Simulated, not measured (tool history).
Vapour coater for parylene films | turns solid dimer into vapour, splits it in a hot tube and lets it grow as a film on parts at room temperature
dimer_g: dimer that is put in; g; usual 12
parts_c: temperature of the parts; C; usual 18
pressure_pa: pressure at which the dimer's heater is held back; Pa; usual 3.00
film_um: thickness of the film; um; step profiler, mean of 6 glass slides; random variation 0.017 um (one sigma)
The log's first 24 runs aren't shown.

run 25 hour=745.5 | dimer_g=12 parts_c=18 pressure_pa=2.59 | film_um=6.10
run 26 hour=792.0 | dimer_g=12 parts_c=18 pressure_pa=2.59 | film_um=6.11
run 27 hour=818.7 | dimer_g=7 parts_c=28 pressure_pa=4.43 | film_um=2.21
run 28 hour=845.7 | dimer_g=12 parts_c=29 pressure_pa=6.91 | film_um=3.30
run 29 hour=882.7 | dimer_g=12 parts_c=29 pressure_pa=6.91 | film_um=3.29
run 30 hour=917.4 | dimer_g=9 parts_c=22 pressure_pa=3.00 | film_um=3.85
run 31 hour=955.3 | dimer_g=11 parts_c=18 pressure_pa=4.84 | film_um=4.81
run 32 hour=984.8 | dimer_g=13 parts_c=18 pressure_pa=4.84 | film_um=5.70
run 33 hour=1027.5 | dimer_g=12 parts_c=18 pressure_pa=5.30 | film_um=5.17
run 34 hour=1056.7 | dimer_g=12 parts_c=18 pressure_pa=5.30 | film_um=5.15
run 35 hour=1083.2 | dimer_g=12 parts_c=29 pressure_pa=5.30 | film_um=3.53
run 36 hour=1127.1 | dimer_g=12 parts_c=29 pressure_pa=5.30 | film_um=3.53
run 37 hour=1167.8 | dimer_g=22 parts_c=19 pressure_pa=6.36 | film_um=8.71
run 38 hour=1196.1 | dimer_g=12 parts_c=13 pressure_pa=6.71 | film_um=5.82
-- hour=1202.2 gauge calibrated
run 39 hour=1221.1 | dimer_g=12 parts_c=13 pressure_pa=6.71 | film_um=5.71
run 40 hour=1249.6 | dimer_g=12 parts_c=13 pressure_pa=6.71 | film_um=5.70
run 41 hour=1277.9 | dimer_g=6 parts_c=14 pressure_pa=5.90 | film_um=2.85
run 42 hour=1308.3 | dimer_g=6 parts_c=14 pressure_pa=5.90 | film_um=2.85
-- hour=1331.3 trap's valve overhauled
run 43 hour=1336.2 | dimer_g=22 parts_c=16 pressure_pa=6.02 | film_um=9.74
run 44 hour=1369.4 | dimer_g=22 parts_c=16 pressure_pa=6.02 | film_um=9.73
run 45 hour=1415.2 | dimer_g=22 parts_c=16 pressure_pa=6.02 | film_um=9.72
run 46 hour=1449.8 | dimer_g=12 parts_c=22 pressure_pa=8.68 | film_um=3.94

4 ways to go on from here, each from the tool as it stands after run 46. What would each give?
run A hour=1494.1 | dimer_g=12 parts_c=19 pressure_pa=8.29 | film_um=?
run B hour=1494.1 | dimer_g=10 parts_c=11 pressure_pa=2.55 | film_um=?
run C hour=1494.1 | dimer_g=16 parts_c=22 pressure_pa=3.87 | film_um=?
run D hour=1494.1 | dimer_g=12 parts_c=21 pressure_pa=10.39 | film_um=?

run=A film_um=4.43
run=B film_um=6.49
run=C film_um=6.37
run=D film_um=3.93
Without the tool's hidden state the same runs would have given:
run=A film_um=4.41
run=B film_um=6.45
run=C film_um=6.33
run=D film_um=3.91

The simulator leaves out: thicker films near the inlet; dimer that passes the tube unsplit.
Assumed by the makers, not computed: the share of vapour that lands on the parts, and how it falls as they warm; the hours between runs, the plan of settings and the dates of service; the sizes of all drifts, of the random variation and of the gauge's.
